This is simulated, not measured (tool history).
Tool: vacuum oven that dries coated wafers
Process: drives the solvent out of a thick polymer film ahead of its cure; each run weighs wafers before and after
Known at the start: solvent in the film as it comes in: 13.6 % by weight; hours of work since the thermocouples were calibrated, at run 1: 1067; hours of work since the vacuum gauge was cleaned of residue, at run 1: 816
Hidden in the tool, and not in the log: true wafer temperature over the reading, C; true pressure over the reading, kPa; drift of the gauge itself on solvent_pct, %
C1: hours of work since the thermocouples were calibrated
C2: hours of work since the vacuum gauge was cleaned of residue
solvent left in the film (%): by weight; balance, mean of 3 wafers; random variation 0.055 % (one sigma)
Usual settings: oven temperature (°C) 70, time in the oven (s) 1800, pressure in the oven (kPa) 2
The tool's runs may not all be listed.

run 1 day=0 | oven_temperature_(°C)=70 time_in_the_oven_(s)=1800 pressure_in_the_oven_(kPa)=2 | C1=1067 C2=816 | solvent_left_in_the_film_(%)=2.21
run 2 day=3.162 | oven_temperature_(°C)=70 time_in_the_oven_(s)=1800 pressure_in_the_oven_(kPa)=2 | C1=1122 C2=870 | solvent_left_in_the_film_(%)=2.29
run 3 day=5.275 | oven_temperature_(°C)=70 time_in_the_oven_(s)=1800 pressure_in_the_oven_(kPa)=2 | C1=1158 C2=907 | solvent_left_in_the_film_(%)=2.34
-- day=5.779 oven's thermocouples calibrated
run 4 day=8.108 | oven_temperature_(°C)=70 time_in_the_oven_(s)=1800 pressure_in_the_oven_(kPa)=4.18 | C1=40 C2=954 | solvent_left_in_the_film_(%)=2.94
run 5 day=10.017 | oven_temperature_(°C)=81 time_in_the_oven_(s)=1800 pressure_in_the_oven_(kPa)=2 | C1=73 C2=987 | solvent_left_in_the_film_(%)=0.63
run 6 day=12.454 | oven_temperature_(°C)=56 time_in_the_oven_(s)=1800 pressure_in_the_oven_(kPa)=2 | C1=115 C2=1029 | solvent_left_in_the_film_(%)=6.3
run 7 day=14.554 | oven_temperature_(°C)=56 time_in_the_oven_(s)=1800 pressure_in_the_oven_(kPa)=1.29 | C1=152 C2=1066 | solvent_left_in_the_film_(%)=6.03
run 8 day=17.912 | oven_temperature_(°C)=56 time_in_the_oven_(s)=1800 pressure_in_the_oven_(kPa)=1.29 | C1=210 C2=1124 | solvent_left_in_the_film_(%)=6.07
run 9 day=21.238 | oven_temperature_(°C)=56 time_in_the_oven_(s)=1800 pressure_in_the_oven_(kPa)=1.29 | C1=267 C2=1181 | solvent_left_in_the_film_(%)=6.16
run 10 day=24.417 | oven_temperature_(°C)=56 time_in_the_oven_(s)=1800 pressure_in_the_oven_(kPa)=1.29 | C1=322 C2=1236 | solvent_left_in_the_film_(%)=6.11
run 11 day=27.642 | oven_temperature_(°C)=56 time_in_the_oven_(s)=1800 pressure_in_the_oven_(kPa)=1.29 | C1=378 C2=1292 | solvent_left_in_the_film_(%)=6.08
run 12 day=30.225 | oven_temperature_(°C)=70 time_in_the_oven_(s)=2160 pressure_in_the_oven_(kPa)=2 | C1=423 C2=1337 | solvent_left_in_the_film_(%)=1.83
-- day=32.667 vacuum gauge cleaned of residue and calibrated
run 13 day=33.771 | oven_temperature_(°C)=70 time_in_the_oven_(s)=1800 pressure_in_the_oven_(kPa)=2 | C1=483 C2=19 | solvent_left_in_the_film_(%)=2.26
run 14 day=37.108 | oven_temperature_(°C)=70 time_in_the_oven_(s)=1800 pressure_in_the_oven_(kPa)=2 | C1=541 C2=77 | solvent_left_in_the_film_(%)=2.32
run 15 day=40.721 | oven_temperature_(°C)=70 time_in_the_oven_(s)=1800 pressure_in_the_oven_(kPa)=2 | C1=603 C2=139 | solvent_left_in_the_film_(%)=2.31
run 16 day=43.621 | oven_temperature_(°C)=70 time_in_the_oven_(s)=1800 pressure_in_the_oven_(kPa)=2 | C1=654 C2=189 | solvent_left_in_the_film_(%)=2.28
run 17 day=45.512 | oven_temperature_(°C)=70 time_in_the_oven_(s)=1800 pressure_in_the_oven_(kPa)=2 | C1=686 C2=222 | solvent_left_in_the_film_(%)=2.24
run 18 day=47.825 | oven_temperature_(°C)=70 time_in_the_oven_(s)=1800 pressure_in_the_oven_(kPa)=2 | C1=726 C2=262 | solvent_left_in_the_film_(%)=2.17
run 19 day=50.125 | oven_temperature_(°C)=70 time_in_the_oven_(s)=1800 pressure_in_the_oven_(kPa)=2 | C1=766 C2=302 | solvent_left_in_the_film_(%)=2.24
run 20 day=51.6 | oven_temperature_(°C)=70 time_in_the_oven_(s)=1800 pressure_in_the_oven_(kPa)=2 | C1=792 C2=327 | solvent_left_in_the_film_(%)=2.34
run 21 day=53.679 | oven_temperature_(°C)=66 time_in_the_oven_(s)=1800 pressure_in_the_oven_(kPa)=2 | C1=827 C2=363 | solvent_left_in_the_film_(%)=3.35

Run 22 comes next. What will it give?
run 22 day=57.175 | oven_temperature_(°C)=56 time_in_the_oven_(s)=1800 pressure_in_the_oven_(kPa)=2 | C1=888 C2=424 | solvent_left_in_the_film_(%)=?

solvent left in the film (%): 6.36
Without the tool's hidden state the same run would have given solvent left in the film (%) 6.35.
